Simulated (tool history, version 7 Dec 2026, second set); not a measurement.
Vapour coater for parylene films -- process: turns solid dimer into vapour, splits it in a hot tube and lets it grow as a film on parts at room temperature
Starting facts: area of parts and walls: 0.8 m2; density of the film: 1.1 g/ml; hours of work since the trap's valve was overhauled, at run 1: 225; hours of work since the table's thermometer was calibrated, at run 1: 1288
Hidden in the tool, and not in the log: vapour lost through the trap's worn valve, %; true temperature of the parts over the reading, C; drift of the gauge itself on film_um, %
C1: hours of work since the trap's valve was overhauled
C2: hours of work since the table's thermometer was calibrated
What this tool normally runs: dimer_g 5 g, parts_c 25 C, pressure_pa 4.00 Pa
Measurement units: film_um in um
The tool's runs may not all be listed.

Run 1, hour 0.0: usual settings; C1 225; C2 1288. Result: film_um 3.96 um.
Run 2, hour 47.7: usual settings; C1 266; C2 1330. Result: film_um 3.96 um.
Run 3, hour 102.7: usual settings but pressure_pa 3.05 Pa; C1 314; C2 1377. Result: film_um 4.17 um.
Run 4, hour 172.5: usual settings but pressure_pa 3.05 Pa; C1 374; C2 1438. Result: film_um 4.11 um.
Run 5, hour 234.7: usual settings but parts_c 21 C, pressure_pa 3.05 Pa; C1 428; C2 1492. Result: film_um 4.79 um.
At hour 278.5: trap's valve overhauled.
Run 6, hour 294.2: usual settings but dimer_g 7 g, parts_c 21 C, pressure_pa 3.05 Pa; C1 14; C2 1540. Result: film_um 7.32 um.
Run 7, hour 363.3: usual settings; C1 74; C2 1600. Result: film_um 4.14 um.
Run 8, hour 417.9: usual settings but parts_c 23 C; C1 121; C2 1647. Result: film_um 4.43 um.
Run 9, hour 468.0: usual settings but parts_c 19 C; C1 164; C2 1691. Result: film_um 5.27 um.
Run 10, hour 530.6: usual settings; C1 219; C2 1745. Result: film_um 4.00 um.
Run 11, hour 575.5: usual settings but parts_c 17 C; C1 258; C2 1784. Result: film_um 5.28 um.
Run 12, hour 612.2: usual settings but parts_c 17 C, pressure_pa 4.06 Pa; C1 290; C2 1816. Result: film_um 5.17 um.
Run 13, hour 679.2: usual settings; C1 348; C2 1874. Result: film_um 3.84 um.
Run 14, hour 733.4: usual settings; C1 395; C2 1921. Result: film_um 3.81 um.
Run 15, hour 803.2: usual settings; C1 455; C2 1982. Result: film_um 3.77 um.
At hour 810.5: trap's valve overhauled.
Run 16, hour 853.3: usual settings; C1 37; C2 2022. Result: film_um 4.18 um.
Run 17, hour 911.1: usual settings; C1 87; C2 2072. Result: film_um 4.04 um.
Run 18, hour 962.6: usual settings but pressure_pa 2.95 Pa; C1 132; C2 2117. Result: film_um 4.24 um.
At hour 968.8: table's thermometer calibrated.
Run 19, hour 1034.3: usual settings but pressure_pa 2.95 Pa; C1 193; C2 57. Result: film_um 4.15 um.
Run 20, hour 1077.6: usual settings but pressure_pa 2.95 Pa; C1 231; C2 94. Result: film_um 4.17 um.
Run 21, hour 1145.5: usual settings but parts_c 21 C; C1 290; C2 153. Result: film_um 4.50 um.
At hour 1183.4: table's thermometer calibrated, once more.
Run 22, hour 1214.9: usual settings but parts_c 21 C; C1 349; C2 27. Result: film_um 4.74 um.
Run 23, hour 1248.4: usual settings but parts_c 21 C; C1 378; C2 56. Result: film_um 4.66 um.
Run 24, hour 1283.4: usual settings but parts_c 21 C; C1 409; C2 87. Result: film_um 4.71 um.
Run 25, hour 1333.9: usual settings but dimer_g 7 g, parts_c 29 C, pressure_pa 9.15 Pa; C1 452; C2 131. Result: film_um 3.88 um.
At hour 1348.3: trap's valve overhauled.
Run 26, hour 1387.7: usual settings but dimer_g 3 g, parts_c 35 C, pressure_pa 10.05 Pa; C1 34; C2 174. Result: film_um 1.35 um.
Run 27, hour 1456.0: usual settings but parts_c 18 C; C1 93; C2 233. Result: film_um 5.51 um.
Run 28, hour 1504.4: usual settings but dimer_g 3 g, parts_c 30 C, pressure_pa 11.28 Pa; C1 136; C2 275. Result: film_um 1.56 um.
Run 29, hour 1556.4: usual settings but dimer_g 7 g, parts_c 26 C, pressure_pa 3.45 Pa; C1 181; C2 320. Result: film_um 5.61 um.
Run 30, hour 1605.7: usual settings but dimer_g 7 g, parts_c 26 C, pressure_pa 8.72 Pa; C1 223; C2 363. Result: film_um 4.61 um.
Run 31, hour 1644.7: usual settings but dimer_g 2 g, parts_c 30 C, pressure_pa 2.48 Pa; C1 257; C2 397. Result: film_um 1.39 um.
Run 32, hour 1694.3: usual settings but dimer_g 8 g, parts_c 32 C, pressure_pa 3.53 Pa; C1 300; C2 440. Result: film_um 4.74 um.
Run 33, hour 1745.9: usual settings but dimer_g 7 g, parts_c 26 C, pressure_pa 9.81 Pa; C1 345; C2 485. Result: film_um 4.49 um.
Run 34, hour 1807.6: usual settings but dimer_g 3 g, parts_c 18 C, pressure_pa 5.39 Pa; C1 399; C2 538. Result: film_um 2.99 um.
Run 35, hour 1846.1: usual settings but dimer_g 4 g, parts_c 30 C, pressure_pa 5.39 Pa; C1 432; C2 572. Result: film_um 2.29 um.
At hour 1883.1: trap's valve overhauled.
Run 36, hour 1899.1: usual settings but parts_c 30 C, pressure_pa 5.78 Pa; C1 14; C2 614. Result: film_um 3.07 um.
Run 37, hour 1946.1: usual settings but parts_c 20 C, pressure_pa 8.14 Pa; C1 55; C2 655. Result: film_um 4.50 um.
Run 38, hour 2012.5: usual settings but parts_c 21 C, pressure_pa 7.67 Pa; C1 112; C2 713. Result: film_um 4.33 um.
Run 39, hour 2086.3: usual settings but parts_c 21 C, pressure_pa 7.67 Pa; C1 176; C2 777. Result: film_um 4.32 um.
Run 40, hour 2140.7: usual settings but dimer_g 3 g, parts_c 28 C, pressure_pa 11.76 Pa; C1 223; C2 824. Result: film_um 1.73 um.
Run 41, hour 2185.0: usual settings but parts_c 22 C, pressure_pa 3.54 Pa; C1 262; C2 862. Result: film_um 4.69 um.
Run 42, hour 2248.7: usual settings but dimer_g 2 g, parts_c 30 C, pressure_pa 3.54 Pa; C1 317; C2 917. Result: film_um 1.29 um.
Run 43, hour 2325.3: usual settings but dimer_g 3 g, parts_c 17 C, pressure_pa 2.97 Pa; C1 384; C2 984. Result: film_um 3.13 um.
Run 44, hour 2357.3: usual settings but dimer_g 6 g, parts_c 28 C, pressure_pa 7.43 Pa; C1 411; C2 1012. Result: film_um 3.58 um.

4 options for the next run, each taken on its own from the tool as it stands now. Forecast them:
Run A, hour 2396.1: usual settings but dimer_g 8 g, parts_c 33 C, pressure_pa 7.43 Pa; C1 445; C2 1045. Result: film_um ?.
Run B, hour 2396.1: usual settings but dimer_g 9 g, parts_c 34 C, pressure_pa 2.95 Pa; C1 445; C2 1045. Result: film_um ?.
Run C, hour 2396.1: usual settings but dimer_g 2 g, parts_c 27 C, pressure_pa 2.71 Pa; C1 445; C2 1045. Result: film_um ?.
Run D, hour 2396.1: usual settings but pressure_pa 5.64 Pa; C1 445; C2 1045. Result: film_um ?.

run  film_um
  A     3.78
  B     4.87
  C     1.52
  D     3.55
With no hidden state in the tool, these same runs would have given:
run  film_um
  A     4.24
  B     5.45
  C     1.70
  D     3.99
